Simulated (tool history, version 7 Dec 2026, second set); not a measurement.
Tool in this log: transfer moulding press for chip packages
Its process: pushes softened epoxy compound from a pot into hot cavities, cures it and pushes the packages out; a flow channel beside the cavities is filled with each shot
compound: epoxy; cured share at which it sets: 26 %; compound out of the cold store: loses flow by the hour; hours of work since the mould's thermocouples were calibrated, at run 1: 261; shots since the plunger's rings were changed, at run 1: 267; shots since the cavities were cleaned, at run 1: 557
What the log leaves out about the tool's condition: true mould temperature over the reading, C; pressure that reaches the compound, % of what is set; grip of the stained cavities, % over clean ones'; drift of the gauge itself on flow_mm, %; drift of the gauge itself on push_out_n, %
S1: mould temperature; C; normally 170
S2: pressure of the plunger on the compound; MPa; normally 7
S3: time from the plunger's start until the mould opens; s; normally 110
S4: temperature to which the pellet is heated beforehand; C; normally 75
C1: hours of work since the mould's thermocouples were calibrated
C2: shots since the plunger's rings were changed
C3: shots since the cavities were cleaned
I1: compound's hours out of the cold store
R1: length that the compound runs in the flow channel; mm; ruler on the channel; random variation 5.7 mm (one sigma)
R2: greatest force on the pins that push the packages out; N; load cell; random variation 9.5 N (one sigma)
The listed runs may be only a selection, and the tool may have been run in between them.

run,hour,S1,S2,S3,S4,C1,C2,C3,I1,R1,R2
1,0,170,7,110,75,261,267,557,27.5,643,603
2,7,170,7,110,75,265,334,624,25.2,648,606
3,17.9,170,7,108,75,272,439,729,38.2,617,615
# hour 23.1: cavities cleaned with cleaning compound and waxed
4,29.3,170,7,108,75,278,535,60,19.8,671,478
5,39.1,177,7,108,75,284,630,155,27.5,618,389
6,46.1,177,7,108,75,288,698,223,37.1,599,403
7,52.6,177,7,108,75,292,760,285,24.1,625,428
8,59.7,177,7,108,75,296,829,354,36.9,593,438
9,65.9,170,7,106,75,300,890,415,40.1,611,607
10,71.7,170,7,110,73,303,946,471,38.3,611,589
11,77.4,171,7,110,75,307,1001,526,32.6,627,560
12,88.6,171,7,110,75,314,1109,634,32.7,617,571
13,98.9,163,7,110,75,320,1209,734,47.8,602,1016
# hour 103.6: cavities cleaned with cleaning compound and waxed
14,109,170,7,110,75,325,1292,52,47.7,580,450
15,114.7,170,7,110,75,329,1347,107,15.4,680,493
16,119.9,170,7,110,75,332,1397,157,28.7,641,506
17,129.8,170,7,110,77,338,1493,253,26.5,628,535
18,134.5,173,7,110,71,341,1538,298,34.7,618,465
19,144.2,173,7,110,71,347,1632,392,12.7,660,489

Run 20 is up next; what results do you expect?
20,153.5,173,7,110,71,352,1723,483,24.3,?,?

Run 20 yielded R1 630 mm, R2 534 N.
With no hidden state in the tool, this same run would have given R1 652 mm, R2 397 N.
